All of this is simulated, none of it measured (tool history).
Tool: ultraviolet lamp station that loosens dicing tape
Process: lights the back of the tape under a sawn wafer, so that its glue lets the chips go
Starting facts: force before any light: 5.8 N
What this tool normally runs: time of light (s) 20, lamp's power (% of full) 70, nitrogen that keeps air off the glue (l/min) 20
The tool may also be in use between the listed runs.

run   hour  time of light (s)  lamp's power (% of full)  nitrogen that keeps air off the glue (l/min)  force that peels the tape off (N)  light that reached the tape (mJ/cm2)
  1      0                 20                        70                                            20                              0.406                                   456
  2   15.8                 20                        70                                            20                              0.407                                   452
  3     32                 20                        70                                            20                               0.41                                   456
  4   42.7                 20                        70                                            20                              0.407                                   454
  5   58.1                 20                        70                                            20                              0.413                                   453
  6   71.1                 20                        70                                            20                              0.413                                   451
  7   86.5                 20                        70                                            15                              0.475                                   455
  8   96.5                 20                        70                                            12                              0.524                                   448
  9  109.8                 18                        70                                            12                              0.663                                   410
 10  118.8                 20                        70                                            16                              0.447                                   458
 11  132.5                 20                        85                                            20                              0.301                                   554
 12  147.1                 20                        85                                            20                              0.298                                   551
 13  160.4                 10                        60                                            19                              1.654                                   195
 14  172.2                 31                        73                                            24                              0.212                                   728
 15  183.9                 34                        73                                            20                              0.193                                   808

What will run 16 give?
 16  195.3                 28                        93                                            14                                  ?                                     ?

Run 16 gave force that peels the tape off (N) 0.205, light that reached the tape (mJ/cm2) 846.
Were there no unlogged condition in the tool, this run, its random variation unchanged, would have produced force that peels the tape off (N) 0.205, light that reached the tape (mJ/cm2) 848.
